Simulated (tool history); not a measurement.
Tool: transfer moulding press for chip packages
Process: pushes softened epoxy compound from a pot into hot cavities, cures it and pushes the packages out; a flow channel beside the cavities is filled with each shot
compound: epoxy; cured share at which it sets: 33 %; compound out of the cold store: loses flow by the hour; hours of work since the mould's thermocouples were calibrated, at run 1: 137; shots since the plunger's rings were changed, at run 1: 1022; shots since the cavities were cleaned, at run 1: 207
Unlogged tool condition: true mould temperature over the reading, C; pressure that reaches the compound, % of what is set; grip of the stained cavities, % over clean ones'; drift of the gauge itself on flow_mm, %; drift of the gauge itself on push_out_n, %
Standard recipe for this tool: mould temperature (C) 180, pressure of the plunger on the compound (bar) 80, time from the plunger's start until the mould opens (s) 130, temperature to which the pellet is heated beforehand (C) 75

run   hour  mould temperature (C)  pressure of the plunger on the compound (bar)  time from the plunger's start until the mould opens (s)  temperature to which the pellet is heated beforehand (C)  hours of work since the mould's thermocouples were calibrated  shots since the plunger's rings were changed  shots since the cavities were cleaned  incoming compound's hours out of the cold store  length that the compound runs in the flow channel (mm)  greatest force on the pins that push the packages out (N)
  1      0                    180                                             80                                                      130                                                        75                                                            137                                          1022                                    207                                             45.8                                                     736                                                        315
  2   47.1                    180                                           64.2                                                      130                                                        75                                                            166                                          1419                                    604                                             13.1                                                     725                                                        434
  3     71                    180                                           64.2                                                      130                                                        75                                                            181                                          1621                                    806                                             11.4                                                     724                                                        456
     107.6  -- cavities cleaned with cleaning compound and waxed
  4  109.8                    180                                             80                                                      130                                                        75                                                            204                                          1935                                     19                                             13.7                                                     796                                                        251
  5  144.6                    180                                             80                                                      130                                                        75                                                            226                                          2228                                    312                                             29.8                                                     765                                                        385
  6  172.2                    180                                             80                                                      130                                                        75                                                            243                                          2461                                    545                                             42.8                                                     748                                                        415
  7  194.6                    180                                             80                                                      130                                                        75                                                            257                                          2650                                    734                                             38.6                                                     746                                                        453
  8    218                    180                                             80                                                      130                                                        75                                                            272                                          2847                                    931                                             38.8                                                     750                                                        459
     239.6  -- cavities cleaned with cleaning compound and waxed
  9  246.1                    180                                             80                                                      130                                                        75                                                            288                                          3071                                     54                                             17.3                                                     791                                                        271
 10  268.5                    180                                             80                                                      130                                                        75                                                            302                                          3261                                    244                                             34.5                                                     740                                                        335
 11  301.7                    180                                             80                                                      130                                                        75                                                            323                                          3540                                    523                                             36.2                                                     739                                                        425
 12  345.4                    180                                             80                                                      130                                                        75                                                            350                                          3908                                    891                                             13.6                                                     788                                                        476
     369.9  -- cavities cleaned with cleaning compound and waxed
       377  -- plunger's sealing rings changed
 13  389.9                    180                                             80                                                      130                                                        75                                                            375                                           109                                    147                                             10.2                                                     832                                                        308
 14  435.2                    180                                             80                                                      130                                                        75                                                            404                                           491                                    529                                             31.3                                                     783                                                        429
 15  467.7                    185                                           68.5                                                      156                                                        68                                                            424                                           765                                    803                                             22.3                                                     722                                                        334
     503.3  -- cavities cleaned with cleaning compound and waxed
 16  508.4                    185                                           68.5                                                      156                                                        68                                                            448                                          1095                                     43                                             36.4                                                     696                                                        197
 17  537.3                    180                                           71.8                                                      131                                                        77                                                            466                                          1339                                    287                                             31.4                                                     736                                                        363
 18  582.8                    177                                             80                                                      130                                                        66                                                            495                                          1722                                    670                                             25.7                                                     795                                                        545
 19  626.4                    178                                             80                                                      110                                                        66                                                            522                                          2090                                   1038                                             18.3                                                     811                                                        805
     636.7  -- cavities cleaned with cleaning compound and waxed
 20  670.5                    178                                             80                                                      110                                                        66                                                            549                                          2449                                    285                                             43.8                                                     755                                                        617
 21  703.3                    178                                             80                                                      110                                                        66                                                            569                                          2726                                    562                                             17.3                                                     804                                                        736
 22  734.4                    180                                           61.9                                                      130                                                        75                                                            588                                          2987                                    823                                             38.3                                                     645                                                        474
     768.1  -- cavities cleaned with cleaning compound and waxed
 23  782.3                    180                                             80                                                      116                                                        75                                                            617                                          3378                                    119                                             23.9                                                     764                                                        393
 24  810.7                    180                                             80                                                      116                                                        71                                                            635                                          3618                                    359                                             16.3                                                     773                                                        503
 25    843                    186                                           83.6                                                      112                                                        69                                                            655                                          3891                                    632                                             39.4                                                     730                                                        426
     871.9  -- plunger's sealing rings changed
 26    876                    186                                           83.6                                                      163                                                        77                                                            674                                            35                                    889                                             42.9                                                     760                                                        342
 27  896.6                    186                                           83.6                                                      163                                                        77                                                            687                                           208                                   1062                                             20.2                                                     805                                                        340
     902.4  -- cavities cleaned with cleaning compound and waxed
 28    939                    186                                           83.6                                                      163                                                        77                                                            713                                           553                                    309                                               26                                                     794                                                        257

Predict each of these 4 candidate next runs independently; none follows another, all start after run 28:
  A  959.2                    180                                           84.3                                                      130                                                        84                                                            725                                           723                                    479                                             30.5                                                       ?                                                          ?
  B  959.2                    180                                           70.8                                                      139                                                        77                                                            725                                           723                                    479                                             33.8                                                       ?                                                          ?
  C  959.2                    180                                           99.2                                                      166                                                        76                                                            725                                           723                                    479                                             22.2                                                       ?                                                          ?
  D  959.2                    180                                           63.2                                                      138                                                        70                                                            725                                           723                                    479                                             32.2                                                       ?                                                          ?

run  length that the compound runs in the flow channel (mm)  greatest force on the pins that push the packages out (N)
  A                                                     804                                                        417
  B                                                     741                                                        370
  C                                                     897                                                        315
  D                                                     701                                                        389
The same runs, with their run-to-run variation unchanged, on a tool lacking any hidden condition would have given:
run  length that the compound runs in the flow channel (mm)  greatest force on the pins that push the packages out (N)
  A                                                     806                                                        216
  B                                                     743                                                        196
  C                                                     899                                                        175
  D                                                     702                                                        209

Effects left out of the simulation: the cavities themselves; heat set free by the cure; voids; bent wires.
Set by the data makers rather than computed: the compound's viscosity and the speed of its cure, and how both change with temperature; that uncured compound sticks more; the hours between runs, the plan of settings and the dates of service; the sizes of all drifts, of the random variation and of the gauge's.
